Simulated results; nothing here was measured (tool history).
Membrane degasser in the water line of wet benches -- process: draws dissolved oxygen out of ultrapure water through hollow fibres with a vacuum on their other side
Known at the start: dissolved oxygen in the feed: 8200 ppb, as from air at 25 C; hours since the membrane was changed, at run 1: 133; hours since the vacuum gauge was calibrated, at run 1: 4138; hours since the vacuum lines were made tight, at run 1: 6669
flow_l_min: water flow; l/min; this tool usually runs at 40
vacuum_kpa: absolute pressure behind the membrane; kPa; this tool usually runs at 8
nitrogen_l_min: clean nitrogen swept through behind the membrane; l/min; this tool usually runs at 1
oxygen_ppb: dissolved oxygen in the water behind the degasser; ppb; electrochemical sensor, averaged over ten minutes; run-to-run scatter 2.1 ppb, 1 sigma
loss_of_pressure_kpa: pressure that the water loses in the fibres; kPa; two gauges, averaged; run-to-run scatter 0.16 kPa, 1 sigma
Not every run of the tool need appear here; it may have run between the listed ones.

| run | day | flow_l_min | vacuum_kpa | nitrogen_l_min | hours since the membrane was changed | hours since the vacuum gauge was calibrated | hours since the vacuum lines were made tight | oxygen_ppb | loss_of_pressure_kpa |
|---|---|---|---|---|---|---|---|---|---|
| 1 | 0 | 40 | 8 | 1 | 133 | 4138 | 6669 | 453.6 | 44.83 |
| 2 | 2.892 | 40 | 8 | 1 | 202 | 4208 | 6739 | 454.5 | 44.92 |
| 3 | 5.754 | 40 | 8 | 1 | 271 | 4277 | 6807 | 456.7 | 45.09 |
| 4 | 7.442 | 40 | 8 | 1 | 311 | 4317 | 6848 | 452.3 | 45.11 |
| 5 | 9.388 | 40 | 8 | 1 | 358 | 4364 | 6894 | 448.6 | 45.11 |
| 6 | 11.954 | 24 | 8 | 1 | 420 | 4425 | 6956 | 278.9 | 27.19 |
| 7 | 14.479 | 24 | 8 | 1 | 480 | 4486 | 7017 | 281.3 | 26.94 |
| 8 | 17.158 | 24 | 8 | 1 | 545 | 4550 | 7081 | 282 | 27.04 |
| 9 | 18.896 | 24 | 8 | 1 | 586 | 4592 | 7123 | 280.8 | 26.86 |
|  | 20.262 | seals of the vacuum lines changed |
| 10 | 21.388 | 24 | 8 | 1 | 644 | 4650 | 27 | 282.3 | 27.04 |
| 11 | 23.925 | 24 | 8 | 1 | 705 | 4711 | 88 | 281.4 | 26.94 |
| 12 | 25.496 | 24 | 8 | 1 | 743 | 4748 | 126 | 279 | 26.94 |
|  | 27.75 | vacuum gauge calibrated |
| 13 | 28.862 | 24 | 18.37 | 1 | 823 | 27 | 206 | 762.3 | 27.3 |
| 14 | 32.238 | 40 | 8 | 1 | 904 | 108 | 287 | 447.7 | 44.99 |
| 15 | 34.054 | 40 | 8 | 1 | 948 | 151 | 330 | 444.1 | 45.29 |
| 16 | 35.792 | 40 | 8 | 1 | 989 | 193 | 372 | 447.4 | 45.11 |
| 17 | 38.612 | 40 | 10.53 | 1.12 | 1057 | 261 | 440 | 579.1 | 45.04 |
| 18 | 40.604 | 40 | 10.53 | 1.12 | 1105 | 308 | 488 | 574.9 | 44.96 |
|  | 41.158 | gauge calibrated |
| 19 | 44.033 | 33 | 7.28 | 0.43 | 1187 | 391 | 570 | 566.6 | 37.16 |
| 20 | 46.217 | 33 | 7.28 | 0.43 | 1239 | 443 | 622 | 566.9 | 36.93 |
| 21 | 48.446 | 33 | 7.28 | 0.43 | 1293 | 497 | 676 | 564.4 | 37.01 |
| 22 | 50.562 | 33 | 7.28 | 0.43 | 1344 | 547 | 727 | 564.5 | 37.15 |
| 23 | 52.792 | 33 | 17.82 | 2.28 | 1397 | 601 | 780 | 520 | 37.07 |
| 24 | 54.804 | 33 | 17.82 | 2.28 | 1446 | 649 | 828 | 520.4 | 37.17 |
| 25 | 57.488 | 24 | 5.53 | 1.28 | 1510 | 714 | 893 | 137.3 | 27.09 |
| 26 | 59.579 | 33 | 8 | 2.28 | 1560 | 764 | 943 | 223.2 | 37.15 |
| 27 | 62.667 | 53 | 9.42 | 2.28 | 1634 | 838 | 1017 | 426.9 | 60.13 |
| 28 | 65.279 | 28 | 13.62 | 0.93 | 1697 | 901 | 1080 | 659.8 | 31.4 |

Estimate the outcome of run 29 from the log above:
| 29 | 67.308 | 28 | 6.99 | 0.93 | 1746 | 949 | 1129 | ? | ? |

{"run 29": {"oxygen_ppb": 282.1, "loss_of_pressure_kpa": 31.33}}
On a tool with no hidden condition, and with the same random variation, this run would have come out at oxygen_ppb 286.5 ppb, loss_of_pressure_kpa 31.32 kPa.
